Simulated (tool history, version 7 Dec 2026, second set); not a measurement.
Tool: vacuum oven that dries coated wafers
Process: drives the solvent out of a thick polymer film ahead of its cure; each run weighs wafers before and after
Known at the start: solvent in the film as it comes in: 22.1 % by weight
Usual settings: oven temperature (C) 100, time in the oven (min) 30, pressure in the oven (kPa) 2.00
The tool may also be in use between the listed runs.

run	hour	oven temperature (C)	time in the oven (min)	pressure in the oven (kPa)	solvent left in the film (%)
1	0.0	100	30	2.00	2.46
2	44.2	100	30	2.00	2.35
# hour 105.3: oven's thermocouples calibrated
3	107.5	100	30	2.00	2.47
4	146.0	100	30	2.86	3.12
5	208.8	99	30	2.00	2.53
6	255.6	100	30	2.00	2.37
7	307.2	100	30	2.00	2.45
# hour 334.0: oven's thermocouples calibrated, once more
8	370.7	96	30	2.00	3.16
9	413.7	96	30	2.00	3.17
10	479.5	102	22	2.72	3.43
11	520.4	113	50	2.72	1.61
12	568.2	100	30	6.65	6.53
13	632.2	93	18	2.12	6.57
14	679.3	88	18	2.32	8.63

The next listed run, before its measurement:
15	743.7	101	24	1.23	?

{"run 15": {"solvent left in the film (%)": 2.19}}
Without the tool's hidden state the same run would have given solvent left in the film (%) 2.13.
